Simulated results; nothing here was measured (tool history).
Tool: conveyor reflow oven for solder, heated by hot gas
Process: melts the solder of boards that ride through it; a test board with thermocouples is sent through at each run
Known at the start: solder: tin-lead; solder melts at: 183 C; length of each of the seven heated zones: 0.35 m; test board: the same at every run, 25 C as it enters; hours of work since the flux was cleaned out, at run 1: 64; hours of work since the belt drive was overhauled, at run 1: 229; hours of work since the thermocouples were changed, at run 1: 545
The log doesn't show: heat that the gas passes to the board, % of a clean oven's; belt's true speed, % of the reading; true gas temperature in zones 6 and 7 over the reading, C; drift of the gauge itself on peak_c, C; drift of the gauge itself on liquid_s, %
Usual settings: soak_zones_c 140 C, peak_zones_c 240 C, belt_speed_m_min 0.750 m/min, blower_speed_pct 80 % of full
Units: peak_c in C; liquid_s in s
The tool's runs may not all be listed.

| run | hour | soak_zones_c | peak_zones_c | belt_speed_m_min | blower_speed_pct | hours of work since the flux was cleaned out | hours of work since the belt drive was overhauled | hours of work since the thermocouples were changed | peak_c | liquid_s |
|---|---|---|---|---|---|---|---|---|---|---|
| 1 | 0.0 | 140 | 240 | 0.750 | 80 | 64 | 229 | 545 | 222.9 | 45.8 |
| 2 | 23.1 | 140 | 240 | 0.750 | 80 | 80 | 245 | 561 | 222.9 | 45.7 |
| 3 | 54.5 | 140 | 244 | 0.750 | 80 | 102 | 266 | 583 | 226.2 | 47.2 |
| 4 | 71.7 | 140 | 244 | 0.750 | 80 | 114 | 278 | 595 | 225.6 | 47.2 |
| 5 | 90.4 | 140 | 244 | 0.750 | 80 | 127 | 292 | 608 | 226.6 | 47.0 |
| 6 | 127.0 | 140 | 254 | 0.750 | 80 | 153 | 317 | 634 | 234.5 | 50.6 |
| 7 | 145.1 | 140 | 254 | 0.638 | 80 | 165 | 330 | 646 | 239.8 | 61.5 |
| 8 | 179.6 | 140 | 254 | 0.638 | 80 | 189 | 354 | 670 | 239.3 | 61.2 |
| 9 | 195.6 | 140 | 240 | 0.750 | 80 | 201 | 365 | 682 | 222.4 | 45.2 |
| 10 | 218.9 | 140 | 240 | 0.750 | 80 | 217 | 381 | 698 | 221.6 | 45.2 |
|  | 244.6 | flux residue cleaned out of gas plates and filters |
| 11 | 257.9 | 140 | 240 | 0.750 | 80 | 9 | 405 | 722 | 222.6 | 45.7 |
| 12 | 294.5 | 140 | 240 | 0.750 | 80 | 35 | 430 | 747 | 222.1 | 45.4 |
| 13 | 327.4 | 140 | 240 | 0.750 | 80 | 58 | 453 | 770 | 222.3 | 45.7 |
| 14 | 345.3 | 140 | 240 | 0.750 | 80 | 70 | 466 | 782 | 222.0 | 45.4 |
| 15 | 371.0 | 140 | 240 | 0.681 | 80 | 88 | 483 | 800 | 224.7 | 51.7 |
| 16 | 397.2 | 140 | 240 | 0.681 | 80 | 106 | 502 | 819 | 224.8 | 51.6 |
| 17 | 419.9 | 140 | 254 | 0.681 | 52 | 122 | 518 | 834 | 228.5 | 53.0 |
| 18 | 438.8 | 140 | 254 | 0.681 | 52 | 135 | 531 | 848 | 228.4 | 52.8 |
| 19 | 465.2 | 140 | 254 | 0.681 | 52 | 154 | 549 | 866 | 228.0 | 53.2 |
| 20 | 497.2 | 140 | 237 | 0.750 | 62 | 176 | 571 | 888 | 213.5 | 40.3 |
| 21 | 513.9 | 140 | 237 | 0.750 | 62 | 188 | 583 | 900 | 213.6 | 40.2 |
| 22 | 529.7 | 130 | 240 | 0.750 | 80 | 199 | 594 | 911 | 219.1 | 41.9 |
| 23 | 550.1 | 145 | 240 | 0.627 | 80 | 213 | 608 | 925 | 226.0 | 59.2 |
| 24 | 571.2 | 140 | 252 | 0.826 | 80 | 228 | 623 | 940 | 227.9 | 43.7 |
|  | 581.4 | flux residue cleaned out of gas plates and filters |
| 25 | 612.9 | 131 | 246 | 0.671 | 88 | 22 | 648 | 965 | 230.7 | 53.1 |
| 26 | 636.3 | 131 | 246 | 0.671 | 88 | 38 | 665 | 982 | 230.1 | 53.0 |
| 27 | 673.4 | 141 | 238 | 0.889 | 75 | 64 | 691 | 1007 | 213.1 | 33.5 |
| 28 | 691.8 | 130 | 238 | 0.677 | 60 | 77 | 703 | 1020 | 216.3 | 43.5 |
| 29 | 709.8 | 153 | 253 | 0.822 | 51 | 89 | 716 | 1033 | 222.2 | 44.2 |
| 30 | 728.2 | 153 | 253 | 0.822 | 51 | 102 | 729 | 1046 | 221.5 | 44.1 |

4 ways to go on from here, each from the tool as it stands after run 30. What would each give?
| A | 764.1 | 153 | 253 | 0.864 | 52 | 127 | 754 | 1071 | ? | ? |
| B | 764.1 | 143 | 237 | 0.750 | 80 | 127 | 754 | 1071 | ? | ? |
| C | 764.1 | 126 | 240 | 0.750 | 80 | 127 | 754 | 1071 | ? | ? |
| D | 764.1 | 131 | 253 | 0.822 | 51 | 127 | 754 | 1071 | ? | ? |

| run | peak_c | liquid_s |
|---|---|---|
| A | 220.2 | 41.0 |
| B | 218.5 | 44.7 |
| C | 218.7 | 40.6 |
| D | 215.5 | 34.9 |
Without the tool's hidden state the same runs would have given:
| run | peak_c | liquid_s |
|---|---|---|
| A | 223.4 | 42.2 |
| B | 222.2 | 46.1 |
| C | 222.6 | 42.2 |
| D | 218.8 | 36.4 |
